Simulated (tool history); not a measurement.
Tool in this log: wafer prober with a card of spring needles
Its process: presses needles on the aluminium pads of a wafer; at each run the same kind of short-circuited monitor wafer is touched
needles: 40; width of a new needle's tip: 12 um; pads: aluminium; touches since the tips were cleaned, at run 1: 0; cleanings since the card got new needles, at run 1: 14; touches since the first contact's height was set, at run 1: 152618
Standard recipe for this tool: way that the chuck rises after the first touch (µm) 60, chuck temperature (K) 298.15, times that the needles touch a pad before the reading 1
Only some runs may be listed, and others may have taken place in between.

run   hour  way that the chuck rises after the first touch (µm)  chuck temperature (K)  times that the needles touch a pad before the reading  touches since the tips were cleaned  cleanings since the card got new needles  touches since the first contact's height was set  resistance of one needle with its contact and lead (mohm)  way that a needle slides on the pad (µm)
  1    0.0                                                   60                 298.15                                                      1                                    0                                        14                                            152618                                                        104                                      7.85
      19.3  -- tips cleaned on abrasive film
      27.5  -- height of the first contact set anew
  2   28.7                                                   60                 298.15                                                      1                                 5124                                        15                                               651                                                        104                                      7.86
      36.4  -- tips cleaned on abrasive film
  3   49.4                                                   60                 298.15                                                      1                                 7275                                        16                                             12209                                                        103                                      7.86
      52.6  -- tips cleaned on abrasive film
      69.7  -- tips cleaned on abrasive film
      86.1  -- tips cleaned on abrasive film
  4   87.5                                                   60                 298.15                                                      1                                  781                                        19                                             33403                                                        105                                      7.82
     105.1  -- tips cleaned on abrasive film
     123.3  -- tips cleaned on abrasive film
  5  133.6                                                   60                 298.15                                                      1                                 5749                                        21                                             59107                                                        105                                      7.89
     141.2  -- tips cleaned on abrasive film
     158.1  -- tips cleaned on abrasive film
     174.5  -- tips cleaned on abrasive film
  6  176.3                                                   60                 319.15                                                      1                                 1027                                        24                                             82909                                                        108                                      7.87
     193.4  -- tips cleaned on abrasive film
     211.6  -- tips cleaned on abrasive film
  7  219.0                                                   60                 298.15                                                      1                                 4107                                        26                                            106695                                                        105                                      7.85
     227.8  -- tips cleaned on abrasive film
     244.9  -- tips cleaned on abrasive film
  8  253.4                                                   60                 298.15                                                      1                                 4773                                        28                                            125911                                                        106                                      7.79
     262.4  -- tips cleaned on abrasive film
     281.4  -- tips cleaned on abrasive film
  9  283.6                                                   60                 298.15                                                      1                                 1284                                        30                                            142738                                                        103                                      7.86
     299.6  -- tips cleaned on abrasive film
     316.2  -- tips cleaned on abrasive film
     325.8  -- height of the first contact set anew
 10  329.8                                                   60                 356.15                                                      1                                 7447                                        32                                              2270                                                        114                                      7.84
     334.0  -- tips cleaned on abrasive film
     352.4  -- tips cleaned on abrasive film
     371.7  -- tips cleaned on abrasive film
 11  378.0                                                   60                 356.15                                                      1                                 3536                                        35                                             29100                                                        111                                      7.84
     389.2  -- tips cleaned on abrasive film
     405.6  -- tips cleaned on abrasive film
     424.0  -- tips cleaned on abrasive film
 12  427.9                                                   60                 298.15                                                      1                                 2162                                        38                                             56906                                                        104                                      7.82
     441.9  -- tips cleaned on abrasive film
 13  448.5                                                   60                 301.15                                                      2                                 3692                                        39                                             68421                                                        104                                      7.86
     458.3  -- tips cleaned on abrasive film
     477.6  -- tips cleaned on abrasive film
 14  489.2                                                   69                 327.15                                                      2                                 6468                                        41                                             91116                                                        107                                      9.02
     495.4  -- tips cleaned on abrasive film
     511.5  -- tips cleaned on abrasive film
     527.7  -- tips cleaned on abrasive film
 15  536.1                                                   61                 384.15                                                      2                                 4697                                        44                                            117240                                                        115                                      7.94
     544.1  -- tips cleaned on abrasive film
     561.7  -- tips cleaned on abrasive film
     578.6  -- tips cleaned on abrasive film
 16  587.1                                                   60                 308.15                                                      1                                 4744                                        47                                            145681                                                        105                                      7.83
     595.2  -- tips cleaned on abrasive film
     613.7  -- tips cleaned on abrasive film
     626.3  -- height of the first contact set anew
     630.4  -- tips cleaned on abrasive film
 17  631.5                                                   60                 310.15                                                      1                                  654                                        50                                              2890                                                        104                                      7.82
     647.1  -- tips cleaned on abrasive film
 18  656.5                                                   60                 310.15                                                      1                                 5237                                        51                                             16805                                                        105                                      7.83
     663.9  -- tips cleaned on abrasive film
     680.4  -- tips cleaned on abrasive film
 19  689.6                                                   46                 363.15                                                      1                                 5151                                        53                                             35262                                                        117                                      6.01
     697.5  -- tips cleaned on abrasive film
     716.2  -- tips cleaned on abrasive film
 20  720.1                                                   46                 363.15                                                      1                                 2212                                        55                                             52279                                                        119                                      6.02
     735.1  -- tips cleaned on abrasive film
     753.6  -- tips cleaned on abrasive film
 21  766.3                                                   73                 312.15                                                      1                                 7114                                        57                                             78028                                                        103                                      9.49
     770.4  -- tips cleaned on abrasive film
     789.7  -- tips cleaned on abrasive film
 22  794.8                                                   65                 298.15                                                      1                                 2895                                        59                                             93923                                                        103                                      8.48
     809.0  -- tips cleaned on abrasive film
     826.3  -- tips cleaned on abrasive film
 23  838.7                                                   65                 298.15                                                      1                                 6909                                        61                                            118384                                                        105                                      8.52

Consider 5 possible next runs. They are alternatives, not a sequence: every one starts from the tool as it was left by run 23. What does each give?
     845.5  -- tips cleaned on abrasive film
     863.7  -- tips cleaned on abrasive film
  A  865.6                                                   74                 341.15                                                      1                                 1047                                        63                                            133369                                                          ?                                         ?
     845.5  -- tips cleaned on abrasive film
     863.7  -- tips cleaned on abrasive film
  B  865.6                                                   78                 298.15                                                      1                                 1047                                        63                                            133369                                                          ?                                         ?
     845.5  -- tips cleaned on abrasive film
     863.7  -- tips cleaned on abrasive film
  C  865.6                                                   42                 303.15                                                      1                                 1047                                        63                                            133369                                                          ?                                         ?
     845.5  -- tips cleaned on abrasive film
     863.7  -- tips cleaned on abrasive film
  D  865.6                                                   42                 303.15                                                      3                                 1047                                        63                                            133369                                                          ?                                         ?
     845.5  -- tips cleaned on abrasive film
     863.7  -- tips cleaned on abrasive film
  E  865.6                                                   65                 298.15                                                      3                                 1047                                        63                                            133369                                                          ?                                         ?

run  resistance of one needle with its contact and lead (mohm)  way that a needle slides on the pad (µm)
  A                                                        107                                      9.66
  B                                                        102                                     10.21
  C                                                        108                                      5.50
  D                                                        111                                      5.48
  E                                                        104                                      8.48
Stripped of hidden state, with their random variation kept, the same runs would have yielded:
run  resistance of one needle with its contact and lead (mohm)  way that a needle slides on the pad (µm)
  A                                                        107                                      9.66
  B                                                        102                                     10.21
  C                                                        107                                      5.50
  D                                                        111                                      5.48
  E                                                        104                                      8.48
